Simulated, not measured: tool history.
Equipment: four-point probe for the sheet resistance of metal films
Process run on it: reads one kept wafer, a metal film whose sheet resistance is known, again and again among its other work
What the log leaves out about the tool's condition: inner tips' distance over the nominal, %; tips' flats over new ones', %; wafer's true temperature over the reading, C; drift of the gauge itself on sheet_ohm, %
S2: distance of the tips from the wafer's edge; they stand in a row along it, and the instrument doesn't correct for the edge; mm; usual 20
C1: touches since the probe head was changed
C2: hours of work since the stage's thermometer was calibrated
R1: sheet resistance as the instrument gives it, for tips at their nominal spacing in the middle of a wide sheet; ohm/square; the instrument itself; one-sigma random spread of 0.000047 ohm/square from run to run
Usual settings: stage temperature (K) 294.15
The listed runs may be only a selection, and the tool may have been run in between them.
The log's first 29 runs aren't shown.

run 30 hour=442.1 | stage_temperature_(K)=294.15 S2=20 | C1=82858 C2=76 | R1=0.235717
run 31 hour=459.5 | stage_temperature_(K)=294.15 S2=20 | C1=83636 C2=87 | R1=0.235647
run 32 hour=476.3 | stage_temperature_(K)=293.15 S2=56 | C1=84386 C2=98 | R1=0.235496
run 33 hour=494.9 | stage_temperature_(K)=291.15 S2=22 | C1=85218 C2=111 | R1=0.235473
run 34 hour=506.0 | stage_temperature_(K)=291.15 S2=22 | C1=85715 C2=118 | R1=0.235517
-- hour=508.1 new probe head fitted
run 35 hour=515.4 | stage_temperature_(K)=299.15 S2=39 | C1=325 C2=124 | R1=0.237399
run 36 hour=524.2 | stage_temperature_(K)=295.15 S2=50 | C1=718 C2=130 | R1=0.237329
run 37 hour=537.2 | stage_temperature_(K)=293.15 S2=5 | C1=1298 C2=138 | R1=0.239340
run 38 hour=548.5 | stage_temperature_(K)=293.15 S2=5 | C1=1803 C2=146 | R1=0.239357

Predict the results of run 39:
run 39 hour=567.8 | stage_temperature_(K)=296.15 S2=23 | C1=2665 C2=159 | R1=?

Run 39 produced R1 0.237409 ohm/square.
With the hidden condition absent and the run-to-run variation left alone, this run would have shown R1 0.237089 ohm/square.

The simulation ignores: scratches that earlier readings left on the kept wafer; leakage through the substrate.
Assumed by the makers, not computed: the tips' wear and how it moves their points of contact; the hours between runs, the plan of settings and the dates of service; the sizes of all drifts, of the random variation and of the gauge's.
